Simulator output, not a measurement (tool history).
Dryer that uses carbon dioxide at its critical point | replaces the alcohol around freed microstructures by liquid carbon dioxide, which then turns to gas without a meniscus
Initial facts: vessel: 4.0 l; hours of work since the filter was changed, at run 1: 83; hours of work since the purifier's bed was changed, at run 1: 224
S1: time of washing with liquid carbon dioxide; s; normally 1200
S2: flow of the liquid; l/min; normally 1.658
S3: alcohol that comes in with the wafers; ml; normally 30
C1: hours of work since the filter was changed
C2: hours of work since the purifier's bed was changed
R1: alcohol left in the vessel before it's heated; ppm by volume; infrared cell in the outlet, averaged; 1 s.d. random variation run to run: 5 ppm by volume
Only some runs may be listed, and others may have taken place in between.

run	day	S1	S2	S3	C1	C2	R1
1	0.000	1200	1.658	30	83	224	50
2	0.567	1200	1.658	30	93	235	61
3	1.108	1200	1.658	30	103	245	56
4	1.746	1200	1.658	30	115	256	70
5	2.117	1200	1.658	30	122	263	47
6	2.575	1200	1.658	53	130	271	73
7	2.838	1200	1.480	30	135	276	72
8	3.221	1740	1.480	30	142	283	61
9	3.525	1740	1.480	30	147	289	63
10	3.808	1740	1.480	30	152	294	64
11	4.158	1740	1.480	30	159	300	56
12	4.758	1380	2.040	117	170	311	55
13	5.275	1020	2.670	117	179	321	62
14	5.542	780	1.658	30	184	325	121
15	5.900	780	1.658	30	191	332	141
16	6.446	780	1.658	30	201	342	137
17	6.933	1500	1.658	30	210	351	76
18	7.438	1200	1.870	26	219	360	76

Predict each of these 5 candidate next runs independently; none follows another, all start after run 18:
A	7.825	1320	2.530	43	226	367	?
B	7.825	1200	1.870	23	226	367	?
C	7.825	900	1.658	46	226	367	?
D	7.825	1200	1.580	114	226	367	?
E	7.825	840	1.870	31	226	367	?

run	R1
A	64
B	78
C	129
D	101
E	97
The same runs, with their run-to-run variation unchanged, on a tool lacking any hidden condition would have given:
run	R1
A	0
B	13
C	44
D	24
E	22
